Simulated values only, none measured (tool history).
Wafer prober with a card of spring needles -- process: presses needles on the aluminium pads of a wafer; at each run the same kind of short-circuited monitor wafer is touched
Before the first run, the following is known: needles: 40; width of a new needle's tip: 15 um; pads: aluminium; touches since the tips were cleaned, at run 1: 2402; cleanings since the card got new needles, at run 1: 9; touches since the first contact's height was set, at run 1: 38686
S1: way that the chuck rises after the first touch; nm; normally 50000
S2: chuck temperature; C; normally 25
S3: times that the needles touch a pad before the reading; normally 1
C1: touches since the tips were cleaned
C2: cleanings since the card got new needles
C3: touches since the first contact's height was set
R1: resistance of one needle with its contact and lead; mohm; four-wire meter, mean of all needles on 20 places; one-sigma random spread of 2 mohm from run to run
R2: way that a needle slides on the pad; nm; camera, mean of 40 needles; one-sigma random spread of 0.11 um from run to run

run,hour,S1,S2,S3,C1,C2,C3,R1,R2
1,0,50000,25,1,2402,9,38686,259,11720
# hour 5.4: tips cleaned on abrasive film
# hour 18.1: tips cleaned on abrasive film
# hour 30.9: tips cleaned on abrasive film
2,33.1,50000,25,1,668,12,48665,235,11840
# hour 43.1: tips cleaned on abrasive film
# hour 57: tips cleaned on abrasive film
3,58,50000,25,1,301,14,56173,224,11640
# hour 69.2: tips cleaned on abrasive film
4,71.9,50000,25,1,825,15,60393,239,11650
# hour 81: tips cleaned on abrasive film
# hour 94.2: tips cleaned on abrasive film
5,104.9,50000,25,1,3257,17,70364,263,11670
# hour 107.1: tips cleaned on abrasive film
# hour 119.1: tips cleaned on abrasive film
# hour 133: tips cleaned on abrasive film
6,133.5,50000,25,1,145,20,78967,224,11540
# hour 145.5: tips cleaned on abrasive film
7,153.7,69000,25,1,2470,21,85085,237,16000
# hour 160.1: tips cleaned on abrasive film
# hour 173.5: tips cleaned on abrasive film
8,173.8,50000,25,1,71,23,91145,226,11470
# hour 187: tips cleaned on abrasive film
9,193.7,50000,25,1,2041,24,97168,259,11750
# hour 199.5: tips cleaned on abrasive film
# hour 213.7: tips cleaned on abrasive film
# hour 227.5: tips cleaned on abrasive film
10,227.5,50000,42,1,0,27,107376,226,11650
# hour 241.2: tips cleaned on abrasive film
# hour 254.6: tips cleaned on abrasive film
11,257.8,50000,25,2,969,29,116530,233,11590
# hour 267: tips cleaned on abrasive film
# hour 279.3: tips cleaned on abrasive film
12,284,50000,25,2,1426,31,124440,236,11380
# hour 293.6: tips cleaned on abrasive film
# hour 307.4: tips cleaned on abrasive film
13,309.7,50000,25,2,700,33,132195,224,11640
# hour 321.9: tips cleaned on abrasive film
# hour 335.4: tips cleaned on abrasive film
14,342.6,50000,25,2,2189,35,142161,241,11480
# hour 348.8: tips cleaned on abrasive film
# hour 360.9: tips cleaned on abrasive film
# hour 373.5: tips cleaned on abrasive film
15,377.3,50000,25,2,1150,38,152617,232,11260
# hour 386.2: tips cleaned on abrasive film
# hour 399.8: tips cleaned on abrasive film
16,407.7,69000,49,3,2402,40,161825,222,16050
# hour 413.4: tips cleaned on abrasive film
# hour 426.5: tips cleaned on abrasive film
17,426.5,54000,32,1,0,42,167493,223,12490
# hour 440.6: tips cleaned on abrasive film
18,444,54000,32,1,1035,43,172769,238,12180
# hour 452.6: tips cleaned on abrasive film
# hour 464.6: tips cleaned on abrasive film
19,469.5,68000,119,1,1510,45,180482,251,15480
# hour 478.4: tips cleaned on abrasive film
# hour 491.2: tips cleaned on abrasive film
20,499.2,33000,119,1,2413,47,189441,339,7200
# hour 504.2: tips cleaned on abrasive film
# hour 518.8: tips cleaned on abrasive film
21,521.9,33000,119,1,923,49,196291,299,7050
# hour 531.7: tips cleaned on abrasive film
22,538.7,33000,119,1,2133,50,201376,328,7220
# hour 545.8: tips cleaned on abrasive film
# hour 558.4: tips cleaned on abrasive film
23,568.3,60000,31,1,3018,52,210333,254,13690
# hour 570.3: tips cleaned on abrasive film
# hour 583.9: tips cleaned on abrasive film
# hour 595.8: tips cleaned on abrasive film
24,601.9,50000,119,1,1869,55,220476,275,11100
# hour 608.9: tips cleaned on abrasive film
# hour 621.8: tips cleaned on abrasive film
25,631.1,50000,119,1,2837,57,229306,287,11310
# hour 635.3: tips cleaned on abrasive film
# hour 649.1: tips cleaned on abrasive film
# hour 661.5: tips cleaned on abrasive film
26,661.8,44000,27,2,101,60,238540,226,9760
# hour 670.7: height of the first contact set anew
# hour 676.3: tips cleaned on abrasive film
# hour 690.4: tips cleaned on abrasive film
27,694.8,44000,27,2,1331,62,7291,236,10270
# hour 702.6: tips cleaned on abrasive film
# hour 715: tips cleaned on abrasive film
# hour 728.1: tips cleaned on abrasive film
28,728.1,44000,25,1,0,65,17333,225,10420
# hour 740.5: tips cleaned on abrasive film
# hour 754.8: tips cleaned on abrasive film
29,761.1,46000,34,2,1917,67,27306,249,11030
# hour 767.5: tips cleaned on abrasive film
# hour 781.5: tips cleaned on abrasive film
30,786.9,46000,34,2,1627,69,35103,242,10740

Alternative continuations, all from the tool just after run 30; predict every row:
# hour 793.7: tips cleaned on abrasive film
# hour 805.8: tips cleaned on abrasive film
# hour 818.6: tips cleaned on abrasive film
A,819.8,50000,77,3,366,72,45041,?,?
# hour 793.7: tips cleaned on abrasive film
# hour 805.8: tips cleaned on abrasive film
# hour 818.6: tips cleaned on abrasive film
B,819.8,46000,30,1,366,72,45041,?,?
# hour 793.7: tips cleaned on abrasive film
# hour 805.8: tips cleaned on abrasive film
# hour 818.6: tips cleaned on abrasive film
C,819.8,69000,25,1,366,72,45041,?,?
# hour 793.7: tips cleaned on abrasive film
# hour 805.8: tips cleaned on abrasive film
# hour 818.6: tips cleaned on abrasive film
D,819.8,35000,87,2,366,72,45041,?,?

run,R1,R2
A,236,11900
B,240,10720
C,223,16370
D,258,8050
Without the tool's hidden state the same runs would have given:
run,R1,R2
A,230,12040
B,222,10860
C,214,16510
D,240,8190
